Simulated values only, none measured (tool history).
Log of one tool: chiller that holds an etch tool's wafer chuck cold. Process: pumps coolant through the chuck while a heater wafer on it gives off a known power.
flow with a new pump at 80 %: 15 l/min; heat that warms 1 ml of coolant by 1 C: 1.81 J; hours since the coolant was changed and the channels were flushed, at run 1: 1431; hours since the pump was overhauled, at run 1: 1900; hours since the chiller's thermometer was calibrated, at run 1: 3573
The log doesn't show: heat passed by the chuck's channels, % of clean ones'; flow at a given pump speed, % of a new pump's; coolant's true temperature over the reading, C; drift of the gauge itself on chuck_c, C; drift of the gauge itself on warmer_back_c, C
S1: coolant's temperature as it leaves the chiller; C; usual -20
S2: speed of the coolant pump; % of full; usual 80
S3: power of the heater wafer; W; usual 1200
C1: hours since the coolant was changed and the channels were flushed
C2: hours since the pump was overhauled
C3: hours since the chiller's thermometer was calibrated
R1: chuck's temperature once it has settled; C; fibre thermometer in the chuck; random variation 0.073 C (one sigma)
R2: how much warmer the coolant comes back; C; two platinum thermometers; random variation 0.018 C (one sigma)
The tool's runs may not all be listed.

{"run": 1, "hour": 0.0, "S1": -20, "S2": 80, "S3": 1200, "C1": 1431, "C2": 1900, "C3": 3573, "R1": -10.5, "R2": 2.76}
{"run": 2, "hour": 48.4, "S1": -11, "S2": 80, "S3": 1200, "C1": 1480, "C2": 1949, "C3": 3622, "R1": -1.49, "R2": 2.75}
{"run": 3, "hour": 95.1, "S1": -20, "S2": 80, "S3": 1200, "C1": 1526, "C2": 1995, "C3": 3668, "R1": -10.42, "R2": 2.75}
{"run": 4, "hour": 124.9, "S1": -20, "S2": 80, "S3": 1200, "C1": 1556, "C2": 2025, "C3": 3698, "R1": -10.56, "R2": 2.73}
{"run": 5, "hour": 149.5, "S1": -20, "S2": 80, "S3": 1200, "C1": 1581, "C2": 2050, "C3": 3723, "R1": -10.52, "R2": 2.74}
{"run": 6, "hour": 181.4, "S1": -20, "S2": 80, "S3": 1200, "C1": 1613, "C2": 2081, "C3": 3754, "R1": -10.53, "R2": 2.76}
{"run": 7, "hour": 232.6, "S1": -20, "S2": 80, "S3": 1200, "C1": 1664, "C2": 2133, "C3": 3806, "R1": -10.55, "R2": 2.77}
{"run": 8, "hour": 280.3, "S1": -20, "S2": 80, "S3": 1200, "C1": 1712, "C2": 2180, "C3": 3853, "R1": -10.52, "R2": 2.77}
{"run": 9, "hour": 316.8, "S1": -20, "S2": 80, "S3": 1200, "C1": 1748, "C2": 2217, "C3": 3890, "R1": -10.36, "R2": 2.77}
{"run": 10, "hour": 367.4, "S1": -10, "S2": 80, "S3": 1200, "C1": 1799, "C2": 2267, "C3": 3940, "R1": -0.46, "R2": 2.77}
{"run": 11, "hour": 414.6, "S1": -20, "S2": 80, "S3": 1521, "C1": 1846, "C2": 2315, "C3": 3988, "R1": -7.74, "R2": 3.49}
{"run": 12, "hour": 453.3, "S1": -20, "S2": 80, "S3": 1521, "C1": 1885, "C2": 2353, "C3": 4026, "R1": -7.76, "R2": 3.5}
{"run": 13, "hour": 484.6, "S1": -20, "S2": 90, "S3": 1200, "C1": 1916, "C2": 2385, "C3": 4058, "R1": -10.99, "R2": 2.41}
{"hour": 489.7, "done": "chiller's thermometer calibrated"}
{"run": 14, "hour": 530.2, "S1": -11, "S2": 81, "S3": 1200, "C1": 1961, "C2": 2429, "C3": 41, "R1": -1.61, "R2": 2.73}
{"run": 15, "hour": 570.1, "S1": -11, "S2": 78, "S3": 1773, "C1": 2000, "C2": 2469, "C3": 80, "R1": 3.46, "R2": 4.18}
{"run": 16, "hour": 620.3, "S1": -14, "S2": 80, "S3": 1200, "C1": 2051, "C2": 2519, "C3": 131, "R1": -4.49, "R2": 2.72}
{"hour": 662.4, "done": "chiller's thermometer calibrated, once more"}
{"run": 17, "hour": 662.4, "S1": -16, "S2": 88, "S3": 1468, "C1": 2092, "C2": 2560, "C3": 0, "R1": -4.37, "R2": 3.06}
{"run": 18, "hour": 688.4, "S1": -20, "S2": 80, "S3": 1579, "C1": 2118, "C2": 2586, "C3": 26, "R1": -6.7, "R2": 3.65}
{"run": 19, "hour": 735.0, "S1": -20, "S2": 80, "S3": 1579, "C1": 2164, "C2": 2633, "C3": 73, "R1": -6.93, "R2": 3.64}
{"run": 20, "hour": 785.7, "S1": -25, "S2": 86, "S3": 1579, "C1": 2215, "C2": 2684, "C3": 123, "R1": -12.3, "R2": 3.35}
{"run": 21, "hour": 826.0, "S1": -20, "S2": 78, "S3": 1031, "C1": 2255, "C2": 2724, "C3": 164, "R1": -11.11, "R2": 2.46}
{"run": 22, "hour": 873.7, "S1": -25, "S2": 76, "S3": 877, "C1": 2303, "C2": 2772, "C3": 211, "R1": -17.43, "R2": 2.15}
{"run": 23, "hour": 908.7, "S1": -10, "S2": 90, "S3": 1200, "C1": 2338, "C2": 2807, "C3": 246, "R1": -0.52, "R2": 2.44}
{"run": 24, "hour": 935.4, "S1": -10, "S2": 90, "S3": 1200, "C1": 2365, "C2": 2833, "C3": 273, "R1": -0.49, "R2": 2.46}
{"run": 25, "hour": 966.2, "S1": -26, "S2": 100, "S3": 1033, "C1": 2396, "C2": 2864, "C3": 304, "R1": -18.27, "R2": 1.87}
{"run": 26, "hour": 995.7, "S1": -28, "S2": 61, "S3": 928, "C1": 2425, "C2": 2894, "C3": 333, "R1": -18.86, "R2": 2.92}

Forecast each of these 5 alternatives for the next run:
{"run": "A", "hour": 1043.3, "S1": -28, "S2": 86, "S3": 928, "C1": 2473, "C2": 2941, "C3": 381, "R1": "?", "R2": "?"}
{"run": "B", "hour": 1043.3, "S1": -19, "S2": 62, "S3": 720, "C1": 2473, "C2": 2941, "C3": 381, "R1": "?", "R2": "?"}
{"run": "C", "hour": 1043.3, "S1": -28, "S2": 82, "S3": 1467, "C1": 2473, "C2": 2941, "C3": 381, "R1": "?", "R2": "?"}
{"run": "D", "hour": 1043.3, "S1": -30, "S2": 79, "S3": 1004, "C1": 2473, "C2": 2941, "C3": 381, "R1": "?", "R2": "?"}
{"run": "E", "hour": 1043.3, "S1": -24, "S2": 80, "S3": 853, "C1": 2473, "C2": 2941, "C3": 381, "R1": "?", "R2": "?"}

run=A R1=-20.46 R2=1.95
run=B R1=-12.02 R2=2.18
run=C R1=-15.94 R2=3.31
run=D R1=-21.40 R2=2.37
run=E R1=-16.78 R2=1.97
Without the tool's hidden state the same runs would have given:
run=A R1=-21.17 R2=1.85
run=B R1=-12.68 R2=2.08
run=C R1=-17.08 R2=3.15
run=D R1=-22.21 R2=2.26
run=E R1=-17.46 R2=1.88
